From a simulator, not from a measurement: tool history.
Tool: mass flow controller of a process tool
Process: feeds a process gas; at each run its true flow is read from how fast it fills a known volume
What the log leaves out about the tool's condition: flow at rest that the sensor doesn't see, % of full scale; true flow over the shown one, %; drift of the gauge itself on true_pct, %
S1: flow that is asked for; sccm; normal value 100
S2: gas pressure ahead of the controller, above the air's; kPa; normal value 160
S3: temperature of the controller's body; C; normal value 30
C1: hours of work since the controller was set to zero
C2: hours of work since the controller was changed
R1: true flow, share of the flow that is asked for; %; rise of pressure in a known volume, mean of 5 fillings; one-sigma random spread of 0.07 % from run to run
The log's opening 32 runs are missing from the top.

| run | day | S1 | S2 | S3 | C1 | C2 | R1 |
|---|---|---|---|---|---|---|---|
| 33 | 396.062 | 100 | 228 | 35 | 1158 | 1158 | 99.55 |
| 34 | 412.483 | 64 | 228 | 35 | 1409 | 1409 | 100.03 |
| 35 | 428.325 | 91 | 159 | 30 | 1651 | 1651 | 100.3 |
| 36 | 437.333 | 91 | 159 | 30 | 1788 | 1788 | 100.4 |
| 37 | 445.85 | 91 | 159 | 30 | 1918 | 1918 | 100.48 |
| 38 | 452.796 | 100 | 160 | 20 | 2024 | 2024 | 101.41 |
| 39 | 461.125 | 100 | 160 | 20 | 2152 | 2152 | 101.6 |
| 40 | 475.921 | 45 | 160 | 30 | 2378 | 2378 | 101.6 |
| 41 | 487.5 | 45 | 160 | 30 | 2554 | 2554 | 101.97 |

Branching from run 41: 3 alternative next runs. What would each branch give?
| A | 500.442 | 45 | 195 | 30 | 2752 | 2752 | ? |
| B | 500.442 | 36 | 207 | 27 | 2752 | 2752 | ? |
| C | 500.442 | 156 | 215 | 30 | 2752 | 2752 | ? |

| run | R1 |
|---|---|
| A | 102.14 |
| B | 103.03 |
| C | 100.62 |
Stripped of hidden state, with their random variation kept, the same runs would have yielded:
| run | R1 |
|---|---|
| A | 99.34 |
| B | 99.67 |
| C | 99.43 |

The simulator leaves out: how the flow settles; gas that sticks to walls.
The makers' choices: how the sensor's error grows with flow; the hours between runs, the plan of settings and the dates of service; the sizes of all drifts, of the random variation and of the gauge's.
